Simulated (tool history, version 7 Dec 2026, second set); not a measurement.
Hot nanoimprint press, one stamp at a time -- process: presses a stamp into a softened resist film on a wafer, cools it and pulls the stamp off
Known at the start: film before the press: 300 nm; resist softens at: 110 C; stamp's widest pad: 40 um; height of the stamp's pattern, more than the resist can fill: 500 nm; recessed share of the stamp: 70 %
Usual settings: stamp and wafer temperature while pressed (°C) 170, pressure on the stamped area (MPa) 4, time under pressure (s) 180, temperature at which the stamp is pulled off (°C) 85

run,hour,stamp and wafer temperature while pressed (°C),pressure on the stamped area (MPa),time under pressure (s),temperature at which the stamp is pulled off (°C),resist left under the stamp's widest pad (nm),greatest force while the stamp is pulled off (N)
1,0,170,4,180,85,136.7,108
2,78,170,4,180,85,134.5,108
3,123.7,170,4,180,85,133.7,120
4,200,170,4,143,85,143.6,127
# hour 226.6: stamp cleaned and given a new release coat
# hour 283.2: press's hydraulic seals changed and the load cell set to zero
5,306.9,170,4,143,85,139,107
6,389.2,170,4,143,85,137.8,122
7,433.6,170,4,180,85,125.3,123
# hour 465.5: stamp cleaned and given a new release coat
8,525.6,170,4,180,85,123.2,107
# hour 592: plate thermocouple calibrated
9,613.9,163,4,180,85,203.7,116
10,678.5,170,4,180,85,135.9,131
# hour 698.1: stamp cleaned and given a new release coat
11,730.1,171,4,180,85,126.8,104
12,791.3,171,4,180,85,126.3,113
13,872.5,171,4,180,85,124.1,122
# hour 924.8: stamp cleaned and given a new release coat
14,952.5,171,4,142,92,137.8,96
15,1044.2,165,4,142,71,187.5,133
16,1104.1,162,6.28,258,77,151.6,135
# hour 1153.2: stamp cleaned and given a new release coat
17,1188.4,170,6.33,180,77,101.7,117
18,1235.7,166,4,180,85,160.1,109
19,1285.3,170,4,174,85,128,115
20,1351.2,182,4,180,70,61.1,151
# hour 1381.6: stamp cleaned and given a new release coat
21,1413,160,4.28,180,70,210.4,123
# hour 1471.1: plate thermocouple calibrated
22,1485.6,172,4.28,237,70,105.6,127

Each row is a separate what-if for the run after 22, all from the same tool condition, not one after another. Results?
# hour 1543.8: press's hydraulic seals changed and the load cell set to zero
A,1552.8,172,2.51,306,70,?,?
# hour 1543.8: press's hydraulic seals changed and the load cell set to zero
B,1552.8,170,5.39,116,87,?,?
# hour 1543.8: press's hydraulic seals changed and the load cell set to zero
C,1552.8,170,4.39,311,85,?,?
# hour 1543.8: press's hydraulic seals changed and the load cell set to zero
D,1552.8,175,4,181,85,?,?

run,resist left under the stamp's widest pad (nm),greatest force while the stamp is pulled off (N)
A,120.5,136
B,138.5,118
C,105,128
D,100.5,120
Take away the tool's hidden state, keep each run's random variation, and the runs would have read:
run,resist left under the stamp's widest pad (nm),greatest force while the stamp is pulled off (N)
A,122.7,113
B,140.5,99
C,106.8,107
D,102.1,100

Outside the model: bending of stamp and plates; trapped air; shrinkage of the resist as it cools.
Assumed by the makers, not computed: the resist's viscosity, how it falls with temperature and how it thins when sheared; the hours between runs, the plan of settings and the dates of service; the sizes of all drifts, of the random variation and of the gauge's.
